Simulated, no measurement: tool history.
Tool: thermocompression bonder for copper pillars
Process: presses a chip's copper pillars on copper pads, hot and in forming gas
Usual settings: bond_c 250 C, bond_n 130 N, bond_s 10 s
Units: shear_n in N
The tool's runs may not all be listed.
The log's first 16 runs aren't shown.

run,hour,bond_c,bond_n,bond_s,hours of work since the heater was calibrated,hours of work since the force cell was calibrated,hours of work since the gas filter was changed,shear_n
17,329.4,225,130,10,422,834,153,39.1
18,361.3,228,130,10,439,851,170,40.4
19,378.3,250,130,10,448,860,179,56.7
20,394,250,130,10,456,868,188,55.1
# hour 397.4: heater calibrated with a thermocouple chip
21,418.7,224,151,11,11,880,200,44.7
22,441.7,250,130,6,24,893,212,41.6
23,460.9,250,130,6,34,903,222,44.1
24,486.9,250,130,6,48,917,236,43
25,513.8,250,130,6,62,931,251,42.9
26,528.9,267,130,9,70,939,259,61.4
# hour 547.2: forming gas filter changed
27,561.5,261,127,12,88,957,8,68.6
28,581.4,261,127,12,98,967,18,69.3
# hour 589.8: heater calibrated with a thermocouple chip, once more
29,605.2,240,139,6,8,979,30,46.1
30,629.5,240,139,6,21,992,43,47
31,656.9,240,114,27,36,1007,58,67.9
32,677.4,224,161,6,47,1018,69,43.3
33,707.8,234,161,5,63,1034,85,44.6
34,730.1,242,135,10,75,1046,97,56.2
35,755,271,130,30,88,1059,110,103.5
36,772.3,226,130,10,98,1068,120,42.8
37,803.4,220,99,10,114,1085,136,26.7
38,822.7,275,130,10,125,1095,147,77.4
39,839.7,275,130,10,134,1105,156,74.7

Forecast each of these 4 alternatives for the next run:
A,856.7,271,146,10,143,1114,165,?
B,856.7,250,122,10,143,1114,165,?
C,856.7,244,130,8,143,1114,165,?
D,856.7,267,130,10,143,1114,165,?

run,shear_n
A,81.8
B,52.8
C,48.4
D,69.4
Without the tool's hidden state the same runs would have given:
run,shear_n
A,91.7
B,60.1
C,55.1
D,78.3

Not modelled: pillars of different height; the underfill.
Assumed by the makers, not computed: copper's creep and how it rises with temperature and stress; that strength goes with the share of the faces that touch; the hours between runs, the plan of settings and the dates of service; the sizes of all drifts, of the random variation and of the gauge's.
